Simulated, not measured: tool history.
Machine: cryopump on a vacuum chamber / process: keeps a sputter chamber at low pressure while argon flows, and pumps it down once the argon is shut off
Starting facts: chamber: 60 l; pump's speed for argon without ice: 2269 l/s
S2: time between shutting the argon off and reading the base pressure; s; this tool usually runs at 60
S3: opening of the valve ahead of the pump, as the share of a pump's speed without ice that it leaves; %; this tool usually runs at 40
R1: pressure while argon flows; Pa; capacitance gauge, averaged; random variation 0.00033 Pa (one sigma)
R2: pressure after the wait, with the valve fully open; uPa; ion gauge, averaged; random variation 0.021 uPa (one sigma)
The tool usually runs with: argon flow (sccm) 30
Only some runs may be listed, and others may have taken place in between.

Run 1, hour 0.0: usual settings. Result: R1 0.0568 Pa, R2 1.71 uPa.
Run 2, hour 23.3: usual settings but S2 70 s. Result: R1 0.0574 Pa, R2 1.63 uPa.
Run 3, hour 56.6: usual settings but S2 70 s. Result: R1 0.0573 Pa, R2 1.72 uPa.
Run 4, hour 77.5: usual settings but S2 70 s. Result: R1 0.0576 Pa, R2 1.70 uPa.
Run 5, hour 108.4: usual settings but S2 70 s. Result: R1 0.0575 Pa, R2 1.69 uPa.
Run 6, hour 129.8: usual settings. Result: R1 0.0563 Pa, R2 1.78 uPa.
Run 7, hour 157.3: usual settings. Result: R1 0.0570 Pa, R2 1.78 uPa.
Run 8, hour 173.5: usual settings. Result: R1 0.0580 Pa, R2 1.79 uPa.
Run 9, hour 204.6: usual settings but argon flow (sccm) 18. Result: R1 0.0345 Pa, R2 1.78 uPa.
Run 10, hour 232.1: usual settings but argon flow (sccm) 18. Result: R1 0.0343 Pa, R2 1.77 uPa.
Run 11, hour 260.5: usual settings but argon flow (sccm) 56. Result: R1 0.1083 Pa, R2 1.78 uPa.
Run 12, hour 285.2: usual settings but argon flow (sccm) 56. Result: R1 0.1075 Pa, R2 1.80 uPa.
Run 13, hour 306.5: usual settings but argon flow (sccm) 56. Result: R1 0.1076 Pa, R2 1.86 uPa.
Run 14, hour 327.3: usual settings but argon flow (sccm) 46. Result: R1 0.0889 Pa, R2 1.79 uPa.
Run 15, hour 349.1: usual settings but S2 52 s. Result: R1 0.0583 Pa, R2 1.84 uPa.
Run 16, hour 376.1: usual settings but S2 52 s. Result: R1 0.0584 Pa, R2 1.89 uPa.
Run 17, hour 398.7: usual settings but S2 52 s. Result: R1 0.0577 Pa, R2 1.91 uPa.
Run 18, hour 422.3: usual settings but argon flow (sccm) 26, S2 58 s. Result: R1 0.0502 Pa, R2 1.84 uPa.
Run 19, hour 449.8: usual settings but argon flow (sccm) 26, S2 58 s. Result: R1 0.0502 Pa, R2 1.80 uPa.
Run 20, hour 469.1: usual settings but argon flow (sccm) 26, S2 58 s. Result: R1 0.0502 Pa, R2 1.85 uPa.
Run 21, hour 499.4: usual settings but argon flow (sccm) 26, S2 58 s. Result: R1 0.0494 Pa, R2 1.86 uPa.
Run 22, hour 528.7: usual settings but argon flow (sccm) 36, S2 126 s, S3 54 %. Result: R1 0.0525 Pa, R2 1.65 uPa.
Run 23, hour 554.5: usual settings but argon flow (sccm) 36, S2 126 s, S3 54 %. Result: R1 0.0518 Pa, R2 1.72 uPa.
Run 24, hour 575.3: usual settings but argon flow (sccm) 17, S2 55 s, S3 37 %. Result: R1 0.0348 Pa, R2 1.93 uPa.
Run 25, hour 598.5: usual settings but argon flow (sccm) 21, S2 146 s, S3 55 %. Result: R1 0.0304 Pa, R2 1.68 uPa.
Run 26, hour 631.1: usual settings but argon flow (sccm) 20, S2 21 s, S3 35 %. Result: R1 0.0442 Pa, R2 2.47 uPa.
Run 27, hour 654.8: usual settings but argon flow (sccm) 20, S2 51 s, S3 35 %. Result: R1 0.0442 Pa, R2 1.97 uPa.
Run 28, hour 673.9: usual settings but S2 51 s, S3 52 %. Result: R1 0.0455 Pa, R2 1.99 uPa.
Run 29, hour 700.9: usual settings but S2 51 s, S3 52 %. Result: R1 0.0453 Pa, R2 1.94 uPa.
Run 30, hour 723.4: usual settings but argon flow (sccm) 29, S3 33 %. Result: R1 0.0679 Pa, R2 2.00 uPa.
Run 31, hour 743.3: usual settings but argon flow (sccm) 29, S3 33 %. Result: R1 0.0676 Pa, R2 1.88 uPa.
Run 32, hour 770.5: usual settings but argon flow (sccm) 29, S3 33 %. Result: R1 0.0680 Pa, R2 1.92 uPa.
Run 33, hour 802.7: usual settings but argon flow (sccm) 12, S2 30 s, S3 59 %. Result: R1 0.0164 Pa, R2 2.25 uPa.

Pick out some run-to-run changes in R1. Of each, how much would a tool without hidden state show as well, from the settings, what came in and chance, and how much is left for the hidden state and any gauge scatter not in both results compared?
Hidden state at play: pump's speed, % of a pump's without ice; cold plate's temperature, K; leak into the chamber, uPa l/s; drift of the gauge itself on working_pa, %; drift of the gauge itself on base_upa, %.
Run 10 -> 11: argon flow (sccm) 18 -> 56. R1 +0.0740 Pa: hidden state +0.0023, all else +0.0717.
Run 14 -> 15: argon flow (sccm) 46 -> 30, S2 60 -> 52. R1 -0.0306 Pa: hidden state -0.0010, all else -0.0296.
Run 23 -> 24: argon flow (sccm) 36 -> 17, S2 126 -> 55, S3 54 -> 37. R1 -0.0170 Pa: hidden state -0.0014, all else -0.0156.
Run 32 -> 33: argon flow (sccm) 29 -> 12, S2 60 -> 30, S3 33 -> 59. R1 -0.0516 Pa: hidden state -0.0014, all else -0.0502.
